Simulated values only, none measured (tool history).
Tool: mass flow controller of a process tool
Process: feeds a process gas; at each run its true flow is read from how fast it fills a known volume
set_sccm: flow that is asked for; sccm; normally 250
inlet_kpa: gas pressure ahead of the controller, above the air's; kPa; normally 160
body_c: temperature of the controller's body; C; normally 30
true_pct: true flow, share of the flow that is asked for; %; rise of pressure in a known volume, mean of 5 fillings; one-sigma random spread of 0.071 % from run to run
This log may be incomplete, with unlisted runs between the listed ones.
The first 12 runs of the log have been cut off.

run    hour  set_sccm  inlet_kpa  body_c  hours of work since the controller was set to zero  hours of work since the controller was changed  true_pct
 13  3014.0       250        160      27                                                 436                                            5467     97.85
 14  3304.3       250        160      27                                                 555                                            5586     97.70
 15  3574.0       250        160      27                                                 666                                            5697     97.74
 16  3791.8       250        160      27                                                 755                                            5787     97.77
 17  3973.2       250        160      27                                                 830                                            5861     97.85
 18  4297.7       250        160      27                                                 963                                            5995     97.92
 19  4580.9       250        160      27                                                1080                                            6111     97.97
 20  4854.1       422        260      31                                                1192                                            6223     99.09

Run 21 has not been measured yet. What should we expect?
 21  5055.1       209        161      40                                                1274                                            6306         ?

true_pct: 98.91 %
Without the tool's hidden state the same run would have given true_pct 100.13 %.
